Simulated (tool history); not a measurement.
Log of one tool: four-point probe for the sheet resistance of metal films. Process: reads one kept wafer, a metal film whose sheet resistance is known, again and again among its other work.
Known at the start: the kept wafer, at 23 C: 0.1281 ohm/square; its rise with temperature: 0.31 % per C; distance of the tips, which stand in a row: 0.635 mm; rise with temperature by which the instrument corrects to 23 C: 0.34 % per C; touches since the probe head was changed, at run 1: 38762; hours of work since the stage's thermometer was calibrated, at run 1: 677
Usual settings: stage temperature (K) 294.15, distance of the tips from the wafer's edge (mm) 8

run     day  stage temperature (K)  distance of the tips from the wafer's edge (mm)  touches since the probe head was changed  hours of work since the stage's thermometer was calibrated  sheet resistance as the instrument gives it (ohm/square)
  1       0                 294.15                                                8                                     38762                                                         677                                                  0.129481
  2   0.554                 294.15                                                8                                     39114                                                         685                                                  0.129514
  3   1.154                 294.15                                                8                                     39495                                                         695                                                  0.129533
  4   1.742                 294.15                                                8                                     39867                                                         703                                                  0.129512
  5   2.267                 302.15                                                8                                     40200                                                         711                                                  0.129174
  6   2.896                 303.15                                                8                                     40600                                                         721                                                  0.129199
  7   3.808                 303.15                                                8                                     41178                                                         735                                                   0.12915
  8   4.467                 303.15                                                8                                     41596                                                         745                                                  0.129197
  9   5.558                 303.15                                                8                                     42288                                                         761                                                  0.129173
 10     6.1                 304.15                                               31                                     42632                                                         769                                                  0.128779
 11   7.046                 304.15                                               31                                     43231                                                         784                                                  0.128745
 12   8.238                 304.15                                               31                                     43990                                                         802                                                  0.128779
 13   9.175                 307.15                                               59                                     44583                                                         816                                                  0.128646
 14  10.133                 292.15                                               26                                     45191                                                         830                                                  0.129304
 15  11.196                 297.15                                               26                                     45865                                                         846                                                   0.12911
 16  12.271                 297.15                                               26                                     46549                                                         863                                                  0.129092

Forecast each of these 4 alternatives for the next run:
  A  12.812                 298.15                                                8                                     46893                                                         871                                                         ?
  B  12.812                 295.15                                               26                                     46893                                                         871                                                         ?
  C  12.812                 301.15                                                9                                     46893                                                         871                                                         ?
  D  12.812                 299.15                                               16                                     46893                                                         871                                                         ?

run  sheet resistance as the instrument gives it (ohm/square)
  A                                                  0.129445
  B                                                  0.129207
  C                                                  0.129253
  D                                                  0.129108
Without the tool's hidden state the same runs would have given:
run  sheet resistance as the instrument gives it (ohm/square)
  A                                                  0.128436
  B                                                    0.1282
  C                                                  0.128245
  D                                                    0.1281

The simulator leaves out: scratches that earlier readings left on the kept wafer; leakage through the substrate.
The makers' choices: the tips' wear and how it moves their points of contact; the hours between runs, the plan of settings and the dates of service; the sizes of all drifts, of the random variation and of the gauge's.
